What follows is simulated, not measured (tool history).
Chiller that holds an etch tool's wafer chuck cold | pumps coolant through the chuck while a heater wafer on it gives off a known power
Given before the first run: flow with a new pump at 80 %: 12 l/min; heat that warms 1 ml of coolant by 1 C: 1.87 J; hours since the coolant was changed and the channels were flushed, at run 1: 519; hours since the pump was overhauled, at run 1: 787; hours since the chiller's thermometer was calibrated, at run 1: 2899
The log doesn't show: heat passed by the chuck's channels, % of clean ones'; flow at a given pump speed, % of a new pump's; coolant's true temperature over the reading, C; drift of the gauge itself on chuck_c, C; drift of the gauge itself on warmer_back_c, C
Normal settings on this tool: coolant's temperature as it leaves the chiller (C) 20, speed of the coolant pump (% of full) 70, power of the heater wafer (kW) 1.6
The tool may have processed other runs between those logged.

run	hour	coolant's temperature as it leaves the chiller (C)	speed of the coolant pump (% of full)	power of the heater wafer (kW)	hours since the coolant was changed and the channels were flushed	hours since the pump was overhauled	hours since the chiller's thermometer was calibrated	chuck's temperature once it has settled (C)	how much warmer the coolant comes back (C)
1	0	20	70	1.6	519	787	2899	33.9	4.95
2	13.3	20	70	1.187	532	800	2912	30.3	3.65
3	26.7	20	70	1.187	546	814	2925	30.4	3.63
4	43	20	68	1.6	562	830	2942	34.3	5.1
# hour 57.4: chiller's thermometer calibrated
5	72.7	20	68	1.6	591	859	15	33.9	5.03
6	100.4	20	68	1.6	618	886	43	33.7	5.07
7	131.9	23	68	1.6	650	918	75	36.7	5.07
8	152.3	23	68	1.6	670	938	95	36.8	5.04
9	174.3	23	68	1.6	692	960	117	36.7	5.07
10	194.1	20	83	1.6	712	980	137	32	4.22
11	210.8	20	70	1.6	729	997	153	33.7	4.95
12	235.9	20	70	1.6	754	1022	179	33.6	4.92
13	257.3	20	70	1.6	775	1043	200	33.7	4.9
14	283	20	70	1.6	801	1069	226	33.5	4.94
15	303.5	14	70	1.6	821	1089	246	27.6	4.97
16	330.9	14	70	1.6	849	1117	274	27.7	4.97
17	346.3	14	70	1.6	864	1132	289	27.6	4.92
18	372.1	19	70	1.193	890	1158	315	29.2	3.71
19	391.7	20	80	1.385	910	1178	334	30.9	3.71
20	418.2	20	80	1.385	936	1204	361	30.7	3.75
21	446.9	21	79	0.863	965	1233	390	27.8	2.38
22	472.8	20	87	2.009	991	1259	415	34.8	5.05
23	486.6	25	70	1.058	1004	1272	429	34	3.28
24	510.5	25	70	1.058	1028	1296	453	34.2	3.29
25	528.2	23	70	1.216	1046	1314	471	33.5	3.81
26	550	20	69	2.003	1068	1336	493	37.4	6.29
27	568.2	21	84	1.22	1086	1354	511	30.4	3.17
28	598.6	21	84	1.22	1116	1384	541	30.4	3.17
29	623.6	21	84	1.22	1141	1409	566	30.3	3.16
30	639.8	20	88	1.212	1158	1426	582	29.2	3
31	669.4	20	88	1.212	1187	1455	612	29	3.03
32	691	11	88	2.369	1209	1477	634	28.2	5.86

Predict each of these 3 candidate next runs independently; none follows another, all start after run 32:
A	708.9	20	85	1.6	1227	1495	652	?	?
B	708.9	24	64	0.973	1227	1495	652	?	?
C	708.9	11	71	1.771	1227	1495	652	?	?

run	chuck's temperature once it has settled (C)	how much warmer the coolant comes back (C)
A	32.1	4.13
B	33.1	3.32
C	26.2	5.39
With no hidden state in the tool, these same runs would have given:
run	chuck's temperature once it has settled (C)	how much warmer the coolant comes back (C)
A	31.6	4.06
B	32.7	3.27
C	25.6	5.31

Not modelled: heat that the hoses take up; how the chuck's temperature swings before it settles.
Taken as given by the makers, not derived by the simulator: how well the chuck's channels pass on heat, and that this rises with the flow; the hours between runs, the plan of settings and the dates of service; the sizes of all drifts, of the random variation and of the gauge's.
